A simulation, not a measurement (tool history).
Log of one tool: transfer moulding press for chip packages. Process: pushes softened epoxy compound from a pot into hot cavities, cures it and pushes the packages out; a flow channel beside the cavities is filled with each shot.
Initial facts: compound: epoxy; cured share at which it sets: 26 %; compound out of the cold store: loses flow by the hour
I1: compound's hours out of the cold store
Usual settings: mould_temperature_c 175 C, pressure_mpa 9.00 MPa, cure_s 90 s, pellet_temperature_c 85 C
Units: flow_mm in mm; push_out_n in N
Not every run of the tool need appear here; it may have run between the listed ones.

{"run": 1, "hour": 0.0, "mould_temperature_c": 175, "pressure_mpa": 9.0, "cure_s": 90, "pellet_temperature_c": 85, "I1": 36.7, "flow_mm": 850, "push_out_n": 728}
{"run": 2, "hour": 47.4, "mould_temperature_c": 175, "pressure_mpa": 9.0, "cure_s": 90, "pellet_temperature_c": 81, "I1": 25.3, "flow_mm": 891, "push_out_n": 828}
{"run": 3, "hour": 104.3, "mould_temperature_c": 175, "pressure_mpa": 9.0, "cure_s": 90, "pellet_temperature_c": 81, "I1": 29.9, "flow_mm": 874, "push_out_n": 772}
{"run": 4, "hour": 164.0, "mould_temperature_c": 175, "pressure_mpa": 9.0, "cure_s": 90, "pellet_temperature_c": 81, "I1": 38.5, "flow_mm": 834, "push_out_n": 616}
{"run": 5, "hour": 228.1, "mould_temperature_c": 175, "pressure_mpa": 9.0, "cure_s": 90, "pellet_temperature_c": 81, "I1": 19.9, "flow_mm": 932, "push_out_n": 805}
{"run": 6, "hour": 274.3, "mould_temperature_c": 175, "pressure_mpa": 9.0, "cure_s": 76, "pellet_temperature_c": 81, "I1": 29.2, "flow_mm": 898, "push_out_n": 1000}
{"run": 7, "hour": 323.3, "mould_temperature_c": 175, "pressure_mpa": 9.0, "cure_s": 76, "pellet_temperature_c": 81, "I1": 12.2, "flow_mm": 928, "push_out_n": 1189}
{"run": 8, "hour": 394.4, "mould_temperature_c": 175, "pressure_mpa": 9.0, "cure_s": 87, "pellet_temperature_c": 85, "I1": 39.0, "flow_mm": 827, "push_out_n": 784}
{"run": 9, "hour": 478.3, "mould_temperature_c": 175, "pressure_mpa": 9.0, "cure_s": 90, "pellet_temperature_c": 90, "I1": 21.2, "flow_mm": 924, "push_out_n": 680}
{"run": 10, "hour": 527.0, "mould_temperature_c": 175, "pressure_mpa": 9.0, "cure_s": 90, "pellet_temperature_c": 90, "I1": 8.2, "flow_mm": 965, "push_out_n": 794}
{"run": 11, "hour": 573.1, "mould_temperature_c": 175, "pressure_mpa": 9.0, "cure_s": 105, "pellet_temperature_c": 85, "I1": 46.7, "flow_mm": 839, "push_out_n": 562}
{"run": 12, "hour": 637.6, "mould_temperature_c": 175, "pressure_mpa": 9.0, "cure_s": 105, "pellet_temperature_c": 85, "I1": 41.4, "flow_mm": 828, "push_out_n": 417}
{"run": 13, "hour": 715.9, "mould_temperature_c": 175, "pressure_mpa": 7.48, "cure_s": 90, "pellet_temperature_c": 85, "I1": 26.4, "flow_mm": 791, "push_out_n": 782}
{"run": 14, "hour": 756.9, "mould_temperature_c": 175, "pressure_mpa": 7.48, "cure_s": 90, "pellet_temperature_c": 85, "I1": 14.1, "flow_mm": 858, "push_out_n": 642}
{"run": 15, "hour": 793.9, "mould_temperature_c": 170, "pressure_mpa": 10.13, "cure_s": 103, "pellet_temperature_c": 81, "I1": 10.2, "flow_mm": 1036, "push_out_n": 819}
{"run": 16, "hour": 861.4, "mould_temperature_c": 173, "pressure_mpa": 7.39, "cure_s": 120, "pellet_temperature_c": 88, "I1": 28.6, "flow_mm": 803, "push_out_n": 552}
{"run": 17, "hour": 931.7, "mould_temperature_c": 173, "pressure_mpa": 7.39, "cure_s": 120, "pellet_temperature_c": 88, "I1": 27.6, "flow_mm": 802, "push_out_n": 410}
{"run": 18, "hour": 1004.2, "mould_temperature_c": 176, "pressure_mpa": 7.39, "cure_s": 120, "pellet_temperature_c": 88, "I1": 29.1, "flow_mm": 785, "push_out_n": 631}
{"run": 19, "hour": 1056.2, "mould_temperature_c": 176, "pressure_mpa": 7.39, "cure_s": 120, "pellet_temperature_c": 88, "I1": 36.4, "flow_mm": 788, "push_out_n": 537}
{"run": 20, "hour": 1100.6, "mould_temperature_c": 175, "pressure_mpa": 9.0, "cure_s": 110, "pellet_temperature_c": 85, "I1": 30.4, "flow_mm": 904, "push_out_n": 683}
{"run": 21, "hour": 1161.7, "mould_temperature_c": 169, "pressure_mpa": 9.0, "cure_s": 111, "pellet_temperature_c": 85, "I1": 19.7, "flow_mm": 939, "push_out_n": 693}
{"run": 22, "hour": 1228.2, "mould_temperature_c": 179, "pressure_mpa": 10.17, "cure_s": 123, "pellet_temperature_c": 89, "I1": 42.9, "flow_mm": 855, "push_out_n": 427}
{"run": 23, "hour": 1265.3, "mould_temperature_c": 175, "pressure_mpa": 9.08, "cure_s": 103, "pellet_temperature_c": 77, "I1": 16.1, "flow_mm": 912, "push_out_n": 648}
{"run": 24, "hour": 1302.9, "mould_temperature_c": 169, "pressure_mpa": 9.9, "cure_s": 100, "pellet_temperature_c": 77, "I1": 21.2, "flow_mm": 1000, "push_out_n": 1021}
{"run": 25, "hour": 1361.4, "mould_temperature_c": 180, "pressure_mpa": 9.0, "cure_s": 90, "pellet_temperature_c": 86, "I1": 41.9, "flow_mm": 833, "push_out_n": 631}
{"run": 26, "hour": 1433.3, "mould_temperature_c": 182, "pressure_mpa": 8.49, "cure_s": 70, "pellet_temperature_c": 86, "I1": 25.6, "flow_mm": 836, "push_out_n": 677}
{"run": 27, "hour": 1515.4, "mould_temperature_c": 182, "pressure_mpa": 8.49, "cure_s": 70, "pellet_temperature_c": 86, "I1": 30.4, "flow_mm": 818, "push_out_n": 547}

Removed from this log: 22 entries logged between the listed runs. Between which two listed runs does each belong, and how does the tool's hidden state at the listed run before it compare with that at the listed run after it?
Logged between run 2 and run 3: cavities cleaned with cleaning compound and waxed (hour 53.2)
  true mould temperature over the reading, C: 0.36 -> 0.4; pressure that reaches the compound, % of what is set: 94.88 -> 92.81; grip of the stained cavities, % over clean ones': 70.2 -> 60.8
  measured value less the no-hidden-state value, flow_mm: -25 -> -35 mm; push_out_n: +332 -> +284 N
Logged between run 3 and run 4: cavities cleaned with cleaning compound and waxed (hour 148.8)
  true mould temperature over the reading, C: 0.4 -> 0.44; pressure that reaches the compound, % of what is set: 92.81 -> 90.56; grip of the stained cavities, % over clean ones': 60.8 -> 31.1
  measured value less the no-hidden-state value, flow_mm: -35 -> -44 mm; push_out_n: +284 -> +138 N
Logged between run 4 and run 5: plunger's sealing rings changed (hour 189.8)
  true mould temperature over the reading, C: 0.44 -> 0.48; pressure that reaches the compound, % of what is set: 90.56 -> 98.51; grip of the stained cavities, % over clean ones': 31.1 -> 68.4
  measured value less the no-hidden-state value, flow_mm: -44 -> -9 mm; push_out_n: +138 -> +316 N
Logged between run 5 and run 6: cavities cleaned with cleaning compound and waxed (hour 248.1)
  true mould temperature over the reading, C: 0.48 -> 0.51; pressure that reaches the compound, % of what is set: 98.51 -> 96.78; grip of the stained cavities, % over clean ones': 68.4 -> 41.6
  measured value less the no-hidden-state value, flow_mm: -9 -> -16 mm; push_out_n: +316 -> +266 N
Logged between run 7 and run 8: cavities cleaned with cleaning compound and waxed (hour 345.0)
  true mould temperature over the reading, C: 0.55 -> 0.59; pressure that reaches the compound, % of what is set: 94.92 -> 92.35; grip of the stained cavities, % over clean ones': 67.9 -> 59.3
  measured value less the no-hidden-state value, flow_mm: -27 -> -36 mm; push_out_n: +452 -> +277 N
Logged between run 8 and run 9: cavities cleaned with cleaning compound and waxed (hour 445.7); plunger's sealing rings changed (hour 464.2)
  true mould temperature over the reading, C: 0.59 -> 0.65; pressure that reaches the compound, % of what is set: 92.35 -> 99.09; grip of the stained cavities, % over clean ones': 59.3 -> 45.8
  measured value less the no-hidden-state value, flow_mm: -36 -> -6 mm; push_out_n: +277 -> +199 N
Logged between run 10 and run 11: cavities cleaned with cleaning compound and waxed (hour 543.4)
  true mould temperature over the reading, C: 0.68 -> 0.71; pressure that reaches the compound, % of what is set: 97.06 -> 95.31; grip of the stained cavities, % over clean ones': 68.9 -> 46.8
  measured value less the no-hidden-state value, flow_mm: -17 -> -23 mm; push_out_n: +307 -> +177 N
Logged between run 11 and run 12: cavities cleaned with cleaning compound and waxed (hour 637.6)
  true mould temperature over the reading, C: 0.71 -> 0.75; pressure that reaches the compound, % of what is set: 95.31 -> 92.94; grip of the stained cavities, % over clean ones': 46.8 -> 5.3
  measured value less the no-hidden-state value, flow_mm: -23 -> -34 mm; push_out_n: +177 -> +15 N
Logged between run 13 and run 14: cavities cleaned with cleaning compound and waxed (hour 734.7); plunger's sealing rings changed (hour 742.9)
  true mould temperature over the reading, C: 0.8 -> 0.83; pressure that reaches the compound, % of what is set: 90 -> 99.18; grip of the stained cavities, % over clean ones': 68.3 -> 38.5
  measured value less the no-hidden-state value, flow_mm: -45 -> -6 mm; push_out_n: +297 -> +157 N
Logged between run 15 and run 16: cavities cleaned with cleaning compound and waxed (hour 833.6)
  true mould temperature over the reading, C: 0.85 -> 0.89; pressure that reaches the compound, % of what is set: 97.64 -> 95.22; grip of the stained cavities, % over clean ones': 64 -> 44.2
  measured value less the no-hidden-state value, flow_mm: -16 -> -23 mm; push_out_n: +292 -> +166 N
Logged between run 16 and run 17: mould's thermocouples calibrated (hour 923.3); cavities cleaned with cleaning compound and waxed (hour 930.3)
  true mould temperature over the reading, C: 0.89 -> -0.23; pressure that reaches the compound, % of what is set: 95.22 -> 92.54; grip of the stained cavities, % over clean ones': 44.2 -> 6
  measured value less the no-hidden-state value, flow_mm: -23 -> -31 mm; push_out_n: +166 -> +25 N
Logged between run 18 and run 19: plunger's sealing rings changed (hour 1019.2); cavities cleaned with cleaning compound and waxed (hour 1030.4)
  true mould temperature over the reading, C: -0.18 -> -0.15; pressure that reaches the compound, % of what is set: 89.75 -> 98.56; grip of the stained cavities, % over clean ones': 67.9 -> 42.6
  measured value less the no-hidden-state value, flow_mm: -43 -> -5 mm; push_out_n: +257 -> +160 N
Logged between run 20 and run 21: cavities cleaned with cleaning compound and waxed (hour 1128.6)
  true mould temperature over the reading, C: -0.12 -> -0.08; pressure that reaches the compound, % of what is set: 96.99 -> 94.75; grip of the stained cavities, % over clean ones': 67.2 -> 49
  measured value less the no-hidden-state value, flow_mm: -14 -> -26 mm; push_out_n: +275 -> +228 N
Logged between run 21 and run 22: cavities cleaned with cleaning compound and waxed (hour 1224.0)
  true mould temperature over the reading, C: -0.08 -> -0.03; pressure that reaches the compound, % of what is set: 94.75 -> 92.3; grip of the stained cavities, % over clean ones': 49 -> 10.9
  measured value less the no-hidden-state value, flow_mm: -26 -> -35 mm; push_out_n: +228 -> +42 N
Logged between run 23 and run 24: plunger's sealing rings changed (hour 1295.3)
  true mould temperature over the reading, C: -0.01 -> 0.02; pressure that reaches the compound, % of what is set: 90.85 -> 99.22; grip of the stained cavities, % over clean ones': 55.2 -> 69.3
  measured value less the no-hidden-state value, flow_mm: -45 -> -4 mm; push_out_n: +233 -> +418 N
Logged between run 24 and run 25: cavities cleaned with cleaning compound and waxed (hour 1322.2)
  true mould temperature over the reading, C: 0.02 -> 0.06; pressure that reaches the compound, % of what is set: 99.22 -> 97; grip of the stained cavities, % over clean ones': 69.3 -> 55.1
  measured value less the no-hidden-state value, flow_mm: -4 -> -13 mm; push_out_n: +418 -> +223 N
Logged between run 25 and run 26: cavities cleaned with cleaning compound and waxed (hour 1418.1)
  true mould temperature over the reading, C: 0.06 -> 0.11; pressure that reaches the compound, % of what is set: 97 -> 94.16; grip of the stained cavities, % over clean ones': 55.1 -> 29.9
  measured value less the no-hidden-state value, flow_mm: -13 -> -26 mm; push_out_n: +223 -> +153 N
Logged between run 26 and run 27: cavities cleaned with cleaning compound and waxed (hour 1512.4)
  true mould temperature over the reading, C: 0.11 -> 0.16; pressure that reaches the compound, % of what is set: 94.16 -> 91.13; grip of the stained cavities, % over clean ones': 29.9 -> 6.2
  measured value less the no-hidden-state value, flow_mm: -26 -> -40 mm; push_out_n: +153 -> +27 N
